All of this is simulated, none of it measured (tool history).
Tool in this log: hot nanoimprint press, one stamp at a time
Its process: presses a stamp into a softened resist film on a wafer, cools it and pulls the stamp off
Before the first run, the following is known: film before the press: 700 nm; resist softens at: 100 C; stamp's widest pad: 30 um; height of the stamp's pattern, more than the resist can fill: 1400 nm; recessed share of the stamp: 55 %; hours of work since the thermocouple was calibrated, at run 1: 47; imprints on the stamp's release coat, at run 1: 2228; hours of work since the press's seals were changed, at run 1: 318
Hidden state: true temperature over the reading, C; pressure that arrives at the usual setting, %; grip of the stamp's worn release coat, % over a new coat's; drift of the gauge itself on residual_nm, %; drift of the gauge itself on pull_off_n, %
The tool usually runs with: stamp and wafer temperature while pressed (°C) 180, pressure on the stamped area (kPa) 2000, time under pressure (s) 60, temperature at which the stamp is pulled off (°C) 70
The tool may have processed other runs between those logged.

run   hour  stamp and wafer temperature while pressed (°C)  pressure on the stamped area (kPa)  time under pressure (s)  temperature at which the stamp is pulled off (°C)  hours of work since the thermocouple was calibrated  imprints on the stamp's release coat  hours of work since the press's seals were changed  resist left under the stamp's widest pad (angstrom)  greatest force while the stamp is pulled off (N)
  1    0.0                                             180                                2000                       60                                                 70                                                   47                                  2228                                                 318                                                 3704                                               265
  2   24.6                                             180                                2000                       60                                                 70                                                   61                                  2332                                                 332                                                 3700                                               272
      38.7  -- stamp cleaned and given a new release coat
  3   44.5                                             180                                2000                       60                                                 70                                                   69                                    25                                                 340                                                 3691                                               172
  4   59.6                                             180                                2680                       60                                                 70                                                   78                                    89                                                 348                                                 3269                                               183
  5   75.0                                             180                                2680                       60                                                 70                                                   87                                   154                                                 357                                                 3258                                               185
  6   89.8                                             180                                2020                       60                                                 70                                                   95                                   216                                                 366                                                 3723                                               183
  7  106.4                                             180                                1210                       60                                                 71                                                  105                                   286                                                 375                                                 4510                                               185
  8  126.3                                             170                                1210                       98                                                 63                                                  116                                   370                                                 387                                                 4842                                               213
  9  151.0                                             175                                1650                       98                                                 63                                                  130                                   475                                                 401                                                 3863                                               221
 10  171.9                                             171                                1650                       31                                                 67                                                  142                                   563                                                 413                                                 5610                                               212
 11  189.0                                             180                                2000                       43                                                 70                                                  152                                   635                                                 423                                                 4147                                               211

Some steps in resist left under the stamp's widest pad (angstrom), run to run, broken into two amounts with sign: the step expected even without the hidden condition (settings, incoming material, random variation), and the rest, left for the hidden condition together with whatever gauge scatter is not in both the measured and the hidden-condition-free result:
Run 9 -> 10: stamp and wafer temperature while pressed (°C) 175 -> 171, time under pressure (s) 98 -> 31, temperature at which the stamp is pulled off (°C) 63 -> 67. resist left under the stamp's widest pad (angstrom) +1747: hidden state -4, all else +1751.
Run 10 -> 11: stamp and wafer temperature while pressed (°C) 171 -> 180, pressure on the stamped area (kPa) 1650 -> 2000, time under pressure (s) 31 -> 43, temperature at which the stamp is pulled off (°C) 67 -> 70. resist left under the stamp's widest pad (angstrom) -1463: hidden state +12, all else -1475.
